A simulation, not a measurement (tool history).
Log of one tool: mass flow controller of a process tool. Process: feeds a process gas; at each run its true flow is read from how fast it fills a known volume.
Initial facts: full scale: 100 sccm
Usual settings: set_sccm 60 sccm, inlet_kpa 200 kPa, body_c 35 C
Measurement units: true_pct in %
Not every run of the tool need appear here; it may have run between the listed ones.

| run | day | set_sccm | inlet_kpa | body_c | true_pct |
|---|---|---|---|---|---|
| 1 | 0 | 60 | 200 | 35 | 98.1 |
| 2 | 4.133 | 60 | 200 | 35 | 98.05 |
| 3 | 6.875 | 60 | 200 | 35 | 98.16 |
| 4 | 10.5 | 60 | 200 | 35 | 98.11 |
| 5 | 13.046 | 60 | 200 | 35 | 98.16 |
| 6 | 17.029 | 60 | 223 | 21 | 98.78 |
| 7 | 21.458 | 60 | 184 | 23 | 99.02 |
| 8 | 25.904 | 43 | 195 | 27 | 98.19 |
| 9 | 29.721 | 43 | 212 | 36 | 97.6 |
| 10 | 32.254 | 16 | 142 | 30 | 98.01 |

Consider 5 possible next runs. They are alternatives, not a sequence: every one starts from the tool as it was left by run 10. What does each give?
| A | 34.712 | 16 | 246 | 30 | ? |
| B | 34.712 | 81 | 221 | 35 | ? |
| C | 34.712 | 14 | 255 | 21 | ? |
| D | 34.712 | 14 | 142 | 32 | ? |
| E | 34.712 | 19 | 237 | 30 | ? |

| run | true_pct |
|---|---|
| A | 97.49 |
| B | 98.68 |
| C | 98.11 |
| D | 98.01 |
| E | 97.33 |
The same runs, with their run-to-run variation unchanged, on a tool lacking any hidden condition would have given:
| run | true_pct |
|---|---|
| A | 96.52 |
| B | 98.56 |
| C | 96.99 |
| D | 96.9 |
| E | 96.53 |

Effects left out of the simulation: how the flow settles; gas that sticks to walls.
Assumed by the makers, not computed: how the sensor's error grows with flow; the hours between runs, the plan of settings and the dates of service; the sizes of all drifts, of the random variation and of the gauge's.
